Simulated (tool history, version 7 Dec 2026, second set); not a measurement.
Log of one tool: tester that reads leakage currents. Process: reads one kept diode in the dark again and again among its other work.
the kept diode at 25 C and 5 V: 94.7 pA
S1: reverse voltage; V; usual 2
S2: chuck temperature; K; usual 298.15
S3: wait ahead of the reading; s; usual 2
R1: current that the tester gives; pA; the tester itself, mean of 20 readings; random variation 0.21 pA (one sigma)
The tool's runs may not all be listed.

run    hour     S1      S2    S3       R1
  1       0      2  298.15     2    67.19
  2   119.5      2  298.15  0.42    68.81
  3     224      2  298.15  0.42    69.34
      250.1  -- probe card cleaned and baked
  4   322.8      2  298.15  0.42    68.37
  5   404.8  19.18  298.15     2   159.35
  6   485.7      2  298.15     2    67.38
  7   561.8      2  296.15     2    55.98
  8   658.6  15.07  313.15  1.37    562.3
  9   767.4   3.38  298.15   1.6    83.26
 10   845.6   1.71  331.15  0.37  1073.59
 11   953.8   1.71  331.15  0.37  1077.03
 12  1041.4   1.71  318.15  1.32   377.72
 13  1135.2   1.62  318.15  1.32   374.38
 14  1244.3   3.01  298.15  0.56    81.69

3 ways to go on from here, each from the tool as it stands after run 14. What would each give?
  A  1339  3.01  297.15  0.56   ?
  B  1339  1.39  298.15  0.45   ?
  C  1339     2  312.15  3.49   ?

run      R1
  A   75.27
  B   61.08
  C  244.37
Without the tool's hidden state the same runs would have given:
run      R1
  A   73.24
  B    59.6
  C  239.46

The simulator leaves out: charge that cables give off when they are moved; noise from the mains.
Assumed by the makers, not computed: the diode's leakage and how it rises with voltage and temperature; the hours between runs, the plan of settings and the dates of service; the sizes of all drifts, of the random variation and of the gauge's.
